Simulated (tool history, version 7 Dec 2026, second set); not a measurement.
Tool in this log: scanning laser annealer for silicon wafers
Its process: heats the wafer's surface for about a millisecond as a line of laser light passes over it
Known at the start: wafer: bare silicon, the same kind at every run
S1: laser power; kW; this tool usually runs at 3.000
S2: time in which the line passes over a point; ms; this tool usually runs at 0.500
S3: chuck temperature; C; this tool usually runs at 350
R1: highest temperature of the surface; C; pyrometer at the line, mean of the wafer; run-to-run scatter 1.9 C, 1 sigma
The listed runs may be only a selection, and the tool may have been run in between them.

{"run": 1, "hour": 0.0, "S1": 3.0, "S2": 0.5, "S3": 350, "R1": 1092}
{"run": 2, "hour": 5.0, "S1": 3.0, "S2": 0.5, "S3": 350, "R1": 1090}
{"run": 3, "hour": 14.0, "S1": 3.0, "S2": 0.5, "S3": 350, "R1": 1094}
{"run": 4, "hour": 20.2, "S1": 2.798, "S2": 0.5, "S3": 350, "R1": 1040}
{"run": 5, "hour": 28.4, "S1": 2.798, "S2": 0.5, "S3": 350, "R1": 1041}
{"run": 6, "hour": 32.5, "S1": 2.798, "S2": 0.5, "S3": 350, "R1": 1040}
{"run": 7, "hour": 40.8, "S1": 3.0, "S2": 0.371, "S3": 350, "R1": 987}
{"run": 8, "hour": 48.6, "S1": 3.0, "S2": 0.371, "S3": 350, "R1": 991}
{"run": 9, "hour": 56.7, "S1": 3.0, "S2": 0.371, "S3": 350, "R1": 990}
{"hour": 62.5, "done": "optics aligned, line set to its width"}
{"run": 10, "hour": 67.6, "S1": 3.0, "S2": 0.371, "S3": 350, "R1": 989}
{"run": 11, "hour": 73.9, "S1": 2.765, "S2": 0.485, "S3": 317, "R1": 982}
{"run": 12, "hour": 82.0, "S1": 2.904, "S2": 0.603, "S3": 374, "R1": 1157}
{"run": 13, "hour": 88.1, "S1": 2.858, "S2": 0.596, "S3": 350, "R1": 1111}
{"run": 14, "hour": 95.0, "S1": 2.945, "S2": 0.496, "S3": 350, "R1": 1069}
{"hour": 100.8, "done": "optics aligned, line set to its width, once more"}
{"run": 15, "hour": 106.8, "S1": 2.945, "S2": 0.496, "S3": 350, "R1": 1077}
{"run": 16, "hour": 114.7, "S1": 2.902, "S2": 0.496, "S3": 311, "R1": 1025}
{"run": 17, "hour": 119.0, "S1": 3.0, "S2": 0.617, "S3": 350, "R1": 1177}
{"run": 18, "hour": 125.3, "S1": 3.0, "S2": 0.617, "S3": 350, "R1": 1177}
{"run": 19, "hour": 131.7, "S1": 3.0, "S2": 0.617, "S3": 350, "R1": 1174}
{"run": 20, "hour": 139.0, "S1": 2.726, "S2": 0.439, "S3": 350, "R1": 986}

Each row is a separate what-if for the run after 20, all from the same tool condition, not one after another. Results?
{"run": "A", "hour": 144.1, "S1": 2.677, "S2": 0.439, "S3": 350, "R1": "?"}
{"run": "B", "hour": 144.1, "S1": 3.179, "S2": 0.411, "S3": 350, "R1": "?"}
{"run": "C", "hour": 144.1, "S1": 3.0, "S2": 0.609, "S3": 350, "R1": "?"}
{"run": "D", "hour": 144.1, "S1": 3.25, "S2": 0.5, "S3": 350, "R1": "?"}

run=A R1=972
run=B R1=1065
run=C R1=1167
run=D R1=1157
Take away the tool's hidden state, keep each run's random variation, and the runs would have read:
run=A R1=979
run=B R1=1073
run=C R1=1176
run=D R1=1167
